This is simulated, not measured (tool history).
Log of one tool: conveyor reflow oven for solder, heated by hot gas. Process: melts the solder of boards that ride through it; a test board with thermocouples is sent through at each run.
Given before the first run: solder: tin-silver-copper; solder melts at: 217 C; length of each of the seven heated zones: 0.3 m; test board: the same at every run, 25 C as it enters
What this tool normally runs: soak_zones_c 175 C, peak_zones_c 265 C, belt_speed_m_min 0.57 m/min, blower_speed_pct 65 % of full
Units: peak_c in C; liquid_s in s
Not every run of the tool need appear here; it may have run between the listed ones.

run 1 day=0 | soak_zones_c=175 peak_zones_c=265 belt_speed_m_min=0.57 blower_speed_pct=65 | peak_c=247.3 liquid_s=44.4
run 2 day=2.908 | soak_zones_c=175 peak_zones_c=265 belt_speed_m_min=0.477 blower_speed_pct=65 | peak_c=252.5 liquid_s=58.4
run 3 day=6 | soak_zones_c=175 peak_zones_c=265 belt_speed_m_min=0.477 blower_speed_pct=65 | peak_c=252.6 liquid_s=58.3
run 4 day=7.842 | soak_zones_c=175 peak_zones_c=265 belt_speed_m_min=0.477 blower_speed_pct=65 | peak_c=252.3 liquid_s=58.1
run 5 day=9.408 | soak_zones_c=175 peak_zones_c=265 belt_speed_m_min=0.615 blower_speed_pct=65 | peak_c=244.4 liquid_s=38.4
-- day=10.429 flux residue cleaned out of gas plates and filters
run 6 day=13.475 | soak_zones_c=175 peak_zones_c=265 belt_speed_m_min=0.615 blower_speed_pct=65 | peak_c=246.2 liquid_s=39.9
run 7 day=17.346 | soak_zones_c=175 peak_zones_c=265 belt_speed_m_min=0.57 blower_speed_pct=57 | peak_c=246.8 liquid_s=44.3
run 8 day=19.542 | soak_zones_c=175 peak_zones_c=265 belt_speed_m_min=0.57 blower_speed_pct=57 | peak_c=246.4 liquid_s=44.1
run 9 day=22.521 | soak_zones_c=175 peak_zones_c=265 belt_speed_m_min=0.57 blower_speed_pct=65 | peak_c=248.2 liquid_s=45.5
run 10 day=26.092 | soak_zones_c=175 peak_zones_c=265 belt_speed_m_min=0.57 blower_speed_pct=65 | peak_c=247.5 liquid_s=45.1
run 11 day=29.092 | soak_zones_c=175 peak_zones_c=265 belt_speed_m_min=0.57 blower_speed_pct=65 | peak_c=246.6 liquid_s=45.2
run 12 day=31.712 | soak_zones_c=175 peak_zones_c=265 belt_speed_m_min=0.57 blower_speed_pct=65 | peak_c=246.9 liquid_s=44.7
run 13 day=33.992 | soak_zones_c=175 peak_zones_c=265 belt_speed_m_min=0.57 blower_speed_pct=65 | peak_c=247.1 liquid_s=44.8
run 14 day=36.133 | soak_zones_c=175 peak_zones_c=265 belt_speed_m_min=0.531 blower_speed_pct=65 | peak_c=249.2 liquid_s=50.2
run 15 day=38.162 | soak_zones_c=175 peak_zones_c=265 belt_speed_m_min=0.57 blower_speed_pct=56 | peak_c=245.7 liquid_s=43
run 16 day=39.896 | soak_zones_c=175 peak_zones_c=265 belt_speed_m_min=0.57 blower_speed_pct=56 | peak_c=245.3 liquid_s=43.1

For run 17, what comes out?
run 17 day=43.171 | soak_zones_c=176 peak_zones_c=265 belt_speed_m_min=0.57 blower_speed_pct=53 | peak_c=? liquid_s=?

peak_c: 244.9 C
liquid_s: 43 s
The same run, on a tool lacking any hidden state, would have yielded peak_c 248 C, liquid_s 44.8 s.
